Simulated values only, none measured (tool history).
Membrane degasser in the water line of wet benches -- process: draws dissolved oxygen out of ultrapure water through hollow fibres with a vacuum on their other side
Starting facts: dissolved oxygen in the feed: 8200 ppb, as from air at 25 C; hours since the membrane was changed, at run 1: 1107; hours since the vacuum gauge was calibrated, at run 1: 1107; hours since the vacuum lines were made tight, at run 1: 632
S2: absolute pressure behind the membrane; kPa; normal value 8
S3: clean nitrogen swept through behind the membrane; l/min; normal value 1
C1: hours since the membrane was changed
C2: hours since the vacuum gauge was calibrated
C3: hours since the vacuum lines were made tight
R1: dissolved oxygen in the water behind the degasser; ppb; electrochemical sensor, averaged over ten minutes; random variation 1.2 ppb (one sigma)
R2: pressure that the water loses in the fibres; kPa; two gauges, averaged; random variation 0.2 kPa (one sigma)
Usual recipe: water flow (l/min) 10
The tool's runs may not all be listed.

{"run": 1, "hour": 0.0, "water flow (l/min)": 10, "S2": 8, "S3": 1, "C1": 1107, "C2": 1107, "C3": 632, "R1": 119.9, "R2": 45.49}
{"run": 2, "hour": 114.7, "water flow (l/min)": 10, "S2": 8, "S3": 1, "C1": 1222, "C2": 1222, "C3": 746, "R1": 121.7, "R2": 45.46}
{"run": 3, "hour": 225.1, "water flow (l/min)": 10, "S2": 8, "S3": 1.24, "C1": 1332, "C2": 1332, "C3": 857, "R1": 100.4, "R2": 45.17}
{"run": 4, "hour": 298.3, "water flow (l/min)": 10, "S2": 8, "S3": 1.24, "C1": 1405, "C2": 1405, "C3": 930, "R1": 100.7, "R2": 45.37}
{"run": 5, "hour": 354.6, "water flow (l/min)": 10, "S2": 8, "S3": 1.24, "C1": 1462, "C2": 1462, "C3": 986, "R1": 100.2, "R2": 45.41}
{"run": 6, "hour": 436.6, "water flow (l/min)": 10, "S2": 8, "S3": 1.24, "C1": 1544, "C2": 1544, "C3": 1068, "R1": 101.5, "R2": 45.3}
{"run": 7, "hour": 543.9, "water flow (l/min)": 10, "S2": 8, "S3": 1, "C1": 1651, "C2": 1651, "C3": 1176, "R1": 124.5, "R2": 45.23}
{"run": 8, "hour": 675.5, "water flow (l/min)": 10, "S2": 8, "S3": 1, "C1": 1782, "C2": 1782, "C3": 1307, "R1": 121.3, "R2": 45.6}
{"run": 9, "hour": 795.4, "water flow (l/min)": 8, "S2": 8, "S3": 1, "C1": 1902, "C2": 1902, "C3": 1427, "R1": 97.8, "R2": 36.51}
{"run": 10, "hour": 896.4, "water flow (l/min)": 8, "S2": 8, "S3": 1, "C1": 2003, "C2": 2003, "C3": 1528, "R1": 99.5, "R2": 36.48}
{"run": 11, "hour": 974.6, "water flow (l/min)": 8, "S2": 8, "S3": 1, "C1": 2082, "C2": 2082, "C3": 1606, "R1": 99.9, "R2": 36.4}
{"run": 12, "hour": 1037.3, "water flow (l/min)": 8, "S2": 8, "S3": 1, "C1": 2144, "C2": 2144, "C3": 1669, "R1": 99.2, "R2": 36.71}
{"run": 13, "hour": 1142.5, "water flow (l/min)": 6, "S2": 8, "S3": 1, "C1": 2249, "C2": 2249, "C3": 1774, "R1": 76, "R2": 27.28}
{"run": 14, "hour": 1250.2, "water flow (l/min)": 6, "S2": 8, "S3": 1, "C1": 2357, "C2": 2357, "C3": 1882, "R1": 75.4, "R2": 27.4}
{"run": 15, "hour": 1384.4, "water flow (l/min)": 10, "S2": 8, "S3": 1, "C1": 2491, "C2": 2491, "C3": 2016, "R1": 125.6, "R2": 45.64}
{"run": 16, "hour": 1494.2, "water flow (l/min)": 10, "S2": 8, "S3": 2.27, "C1": 2601, "C2": 2601, "C3": 2126, "R1": 61.9, "R2": 45.76}
{"run": 17, "hour": 1551.1, "water flow (l/min)": 10, "S2": 8, "S3": 2.27, "C1": 2658, "C2": 2658, "C3": 2183, "R1": 61.9, "R2": 45.08}
{"run": 18, "hour": 1660.1, "water flow (l/min)": 10, "S2": 8, "S3": 2.27, "C1": 2767, "C2": 2767, "C3": 2292, "R1": 63, "R2": 45.67}
{"run": 19, "hour": 1722.7, "water flow (l/min)": 8, "S2": 9.8, "S3": 1.17, "C1": 2830, "C2": 2830, "C3": 2354, "R1": 116.6, "R2": 36.99}
{"run": 20, "hour": 1800.1, "water flow (l/min)": 8, "S2": 9.8, "S3": 1.17, "C1": 2907, "C2": 2907, "C3": 2432, "R1": 118.9, "R2": 36.72}
{"run": 21, "hour": 1902.9, "water flow (l/min)": 13, "S2": 11.43, "S3": 1.23, "C1": 3010, "C2": 3010, "C3": 2534, "R1": 218.2, "R2": 59.39}
{"hour": 1909.9, "done": "vacuum gauge calibrated"}
{"run": 22, "hour": 2010.0, "water flow (l/min)": 8, "S2": 11.85, "S3": 2.42, "C1": 3116, "C2": 100, "C3": 2641, "R1": 78.1, "R2": 36.33}
{"run": 23, "hour": 2140.5, "water flow (l/min)": 7, "S2": 17.87, "S3": 0.49, "C1": 3247, "C2": 231, "C3": 2772, "R1": 482.2, "R2": 31.9}
{"run": 24, "hour": 2213.6, "water flow (l/min)": 7, "S2": 17.87, "S3": 0.49, "C1": 3320, "C2": 304, "C3": 2845, "R1": 486.6, "R2": 31.98}
{"hour": 2322.9, "done": "vacuum gauge calibrated, once more"}
{"run": 25, "hour": 2323.5, "water flow (l/min)": 15, "S2": 8.7, "S3": 1.11, "C1": 3429, "C2": 1, "C3": 2954, "R1": 199.4, "R2": 68.82}
{"run": 26, "hour": 2422.6, "water flow (l/min)": 15, "S2": 8.7, "S3": 1.11, "C1": 3529, "C2": 100, "C3": 3053, "R1": 197.7, "R2": 68.65}
{"run": 27, "hour": 2498.1, "water flow (l/min)": 10, "S2": 8.71, "S3": 0.77, "C1": 3604, "C2": 175, "C3": 3129, "R1": 178.1, "R2": 45.84}
{"run": 28, "hour": 2578.9, "water flow (l/min)": 9, "S2": 8.81, "S3": 0.77, "C1": 3685, "C2": 256, "C3": 3209, "R1": 165.1, "R2": 41.46}
{"run": 29, "hour": 2685.4, "water flow (l/min)": 8, "S2": 8, "S3": 2.65, "C1": 3791, "C2": 362, "C3": 3316, "R1": 41.6, "R2": 36.81}
{"run": 30, "hour": 2794.8, "water flow (l/min)": 9, "S2": 11.53, "S3": 2.65, "C1": 3901, "C2": 472, "C3": 3425, "R1": 78.7, "R2": 41.08}
{"run": 31, "hour": 2890.5, "water flow (l/min)": 10, "S2": 18.1, "S3": 0.77, "C1": 3996, "C2": 568, "C3": 3521, "R1": 447.7, "R2": 45.87}
{"run": 32, "hour": 2971.4, "water flow (l/min)": 11, "S2": 6.11, "S3": 0.77, "C1": 4077, "C2": 649, "C3": 3602, "R1": 111.5, "R2": 50.55}
{"run": 33, "hour": 3060.1, "water flow (l/min)": 11, "S2": 6.11, "S3": 0.77, "C1": 4166, "C2": 737, "C3": 3691, "R1": 109.7, "R2": 50.75}

Consider 3 possible next runs. They are alternatives, not a sequence: every one starts from the tool as it was left by run 33. What does each give?
{"run": "A", "hour": 3140.5, "water flow (l/min)": 9, "S2": 17.27, "S3": 1.27, "C1": 4246, "C2": 818, "C3": 3771, "R1": "?", "R2": "?"}
{"run": "B", "hour": 3140.5, "water flow (l/min)": 10, "S2": 8.58, "S3": 1, "C1": 4246, "C2": 818, "C3": 3771, "R1": "?", "R2": "?"}
{"run": "C", "hour": 3140.5, "water flow (l/min)": 15, "S2": 8.54, "S3": 0.92, "C1": 4246, "C2": 818, "C3": 3771, "R1": "?", "R2": "?"}

run=A R1=248.7 R2=41.14
run=B R1=140.4 R2=45.88
run=C R1=228.5 R2=69.03
The same runs, with their run-to-run variation unchanged, on a tool lacking any hidden condition would have given:
run=A R1=236.4 R2=40.33
run=B R1=132 R2=44.97
run=C R1=217.3 R2=67.67
